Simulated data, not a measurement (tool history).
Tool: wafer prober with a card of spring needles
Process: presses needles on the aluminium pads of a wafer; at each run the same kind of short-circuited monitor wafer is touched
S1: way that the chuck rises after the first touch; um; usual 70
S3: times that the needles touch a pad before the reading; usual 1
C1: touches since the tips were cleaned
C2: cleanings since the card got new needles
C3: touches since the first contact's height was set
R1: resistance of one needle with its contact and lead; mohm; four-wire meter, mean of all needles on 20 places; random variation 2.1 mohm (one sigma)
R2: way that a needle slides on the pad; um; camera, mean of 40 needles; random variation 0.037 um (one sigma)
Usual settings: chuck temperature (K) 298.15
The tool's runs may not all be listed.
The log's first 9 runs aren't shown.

At hour 214.6: tips cleaned on abrasive film.
At hour 236: tips cleaned on abrasive film.
Run 10, hour 239.1: usual settings but chuck temperature (K) 377.15, S3 2; C1 1014; C2 24; C3 21433. Result: R1 266 mohm, R2 16.6 um.
At hour 258.2: tips cleaned on abrasive film.
Run 11, hour 267.5: usual settings but chuck temperature (K) 377.15, S3 2; C1 3002; C2 25; C3 30603. Result: R1 274 mohm, R2 16.61 um.
At hour 280.8: tips cleaned on abrasive film.
Run 12, hour 295.6: usual settings but chuck temperature (K) 377.15, S3 2; C1 4794; C2 26; C3 39691. Result: R1 286 mohm, R2 16.52 um.
At hour 303.2: tips cleaned on abrasive film.
At hour 323.6: tips cleaned on abrasive film.
Run 13, hour 325.8: usual settings but S3 2; C1 723; C2 28; C3 49422. Result: R1 249 mohm, R2 16.54 um.
At hour 346: tips cleaned on abrasive film.
Run 14, hour 350.1: usual settings but S1 82 um; C1 1336; C2 29; C3 57256. Result: R1 258 mohm, R2 19.33 um.
At hour 368.1: tips cleaned on abrasive film.
Run 15, hour 372.5: usual settings but S1 82 um; C1 1437; C2 30; C3 64484. Result: R1 254 mohm, R2 19.33 um.
At hour 388.7: tips cleaned on abrasive film.
Run 16, hour 403: usual settings but chuck temperature (K) 381.15; C1 4631; C2 31; C3 74349. Result: R1 292 mohm, R2 16.46 um.
At hour 410.8: tips cleaned on abrasive film.
Run 17, hour 427.3: usual settings but chuck temperature (K) 381.15; C1 5346; C2 32; C3 82182. Result: R1 295 mohm, R2 16.43 um.
At hour 432.7: tips cleaned on abrasive film.
Run 18, hour 451.3: usual settings but chuck temperature (K) 381.15; C1 6032; C2 33; C3 89925. Result: R1 302 mohm, R2 16.39 um.
At hour 453.2: tips cleaned on abrasive film.
Run 19, hour 473.3: usual settings but chuck temperature (K) 344.15; C1 6517; C2 34; C3 97038. Result: R1 296 mohm, R2 16.41 um.
At hour 476.4: tips cleaned on abrasive film.
At hour 497.2: tips cleaned on abrasive film.
Run 20, hour 501.9: usual settings but S1 68 um, chuck temperature (K) 377.15, S3 2; C1 1530; C2 36; C3 106241. Result: R1 267 mohm, R2 15.89 um.
At hour 517.7: tips cleaned on abrasive film.
Run 21, hour 519.2: usual settings but S1 68 um, chuck temperature (K) 342.15, S3 2; C1 494; C2 37; C3 111820. Result: R1 256 mohm, R2 15.85 um.
At hour 538.9: tips cleaned on abrasive film.
Run 22, hour 547.2: usual settings but S1 86 um, chuck temperature (K) 368.15, S3 2; C1 2706; C2 38; C3 120884. Result: R1 265 mohm, R2 20.15 um.
At hour 561.2: tips cleaned on abrasive film.
Run 23, hour 576.4: usual settings but S1 73 um, chuck temperature (K) 387.15, S3 2; C1 4942; C2 39; C3 130310. Result: R1 282 mohm, R2 17.06 um.
At hour 581.9: tips cleaned on abrasive film.
At hour 603.2: tips cleaned on abrasive film.
Run 24, hour 603.2: usual settings but S1 76 um, chuck temperature (K) 376.15, S3 2; C1 0; C2 41; C3 138914. Result: R1 262 mohm, R2 17.72 um.
At hour 624.1: tips cleaned on abrasive film.
Run 25, hour 639.2: usual settings but S1 76 um, chuck temperature (K) 376.15, S3 2; C1 4885; C2 42; C3 150567. Result: R1 275 mohm, R2 17.73 um.
At hour 644.9: tips cleaned on abrasive film.
At hour 645.2: height of the first contact set anew.
At hour 666.2: tips cleaned on abrasive film.
Run 26, hour 674.9: usual settings but S1 76 um, chuck temperature (K) 376.15, S3 2; C1 2828; C2 44; C3 9622. Result: R1 269 mohm, R2 18.07 um.
At hour 686.8: tips cleaned on abrasive film.
Run 27, hour 700.9: usual settings but S1 84 um, chuck temperature (K) 392.15; C1 4549; C2 45; C3 17995. Result: R1 290 mohm, R2 19.92 um.
At hour 707.8: tips cleaned on abrasive film.
Run 28, hour 720.4: usual settings but S1 79 um, chuck temperature (K) 321.15, S3 2; C1 4105; C2 46; C3 24299. Result: R1 264 mohm, R2 18.67 um.
At hour 730.1: tips cleaned on abrasive film.
Run 29, hour 748.9: usual settings but chuck temperature (K) 371.15; C1 6095; C2 47; C3 33487. Result: R1 297 mohm, R2 16.57 um.
At hour 750.6: tips cleaned on abrasive film.
At hour 772.8: tips cleaned on abrasive film.
Run 30, hour 773.4: usual settings but chuck temperature (K) 370.15; C1 180; C2 49; C3 41377. Result: R1 261 mohm, R2 16.48 um.
At hour 793.3: tips cleaned on abrasive film.
Run 31, hour 807: usual settings but S1 54 um, chuck temperature (K) 299.15, S3 2; C1 4445; C2 50; C3 52254. Result: R1 277 mohm, R2 12.71 um.
At hour 814.2: tips cleaned on abrasive film.
Run 32, hour 825.3: usual settings but S1 66 um; C1 3604; C2 51; C3 58130. Result: R1 278 mohm, R2 15.55 um.
At hour 835.2: tips cleaned on abrasive film.
Run 33, hour 843.5: usual settings but S1 66 um, chuck temperature (K) 300.15, S3 2; C1 2686; C2 52; C3 64012. Result: R1 259 mohm, R2 15.49 um.

3 ways to go on from here, each from the tool as it stands after run 33. What would each give?
At hour 855.5: tips cleaned on abrasive film.
At hour 876.2: tips cleaned on abrasive film.
Run A, hour 878.1: usual settings but S1 78 um, chuck temperature (K) 326.15, S3 2; C1 618; C2 54; C3 75169. Result: R1 ?, R2 ?.
At hour 855.5: tips cleaned on abrasive film.
At hour 876.2: tips cleaned on abrasive film.
Run B, hour 878.1: usual settings but S1 59 um, chuck temperature (K) 336.15, S3 2; C1 618; C2 54; C3 75169. Result: R1 ?, R2 ?.
At hour 855.5: tips cleaned on abrasive film.
At hour 876.2: tips cleaned on abrasive film.
Run C, hour 878.1: usual settings but S1 54 um, chuck temperature (K) 300.15, S3 2; C1 618; C2 54; C3 75169. Result: R1 ?, R2 ?.

run   R1     R2
  A  251  18.35
  B  256  13.87
  C  251  12.61
Without the tool's hidden state the same runs would have given:
run   R1     R2
  A  245  18.54
  B  245  14.07
  C  238   12.8

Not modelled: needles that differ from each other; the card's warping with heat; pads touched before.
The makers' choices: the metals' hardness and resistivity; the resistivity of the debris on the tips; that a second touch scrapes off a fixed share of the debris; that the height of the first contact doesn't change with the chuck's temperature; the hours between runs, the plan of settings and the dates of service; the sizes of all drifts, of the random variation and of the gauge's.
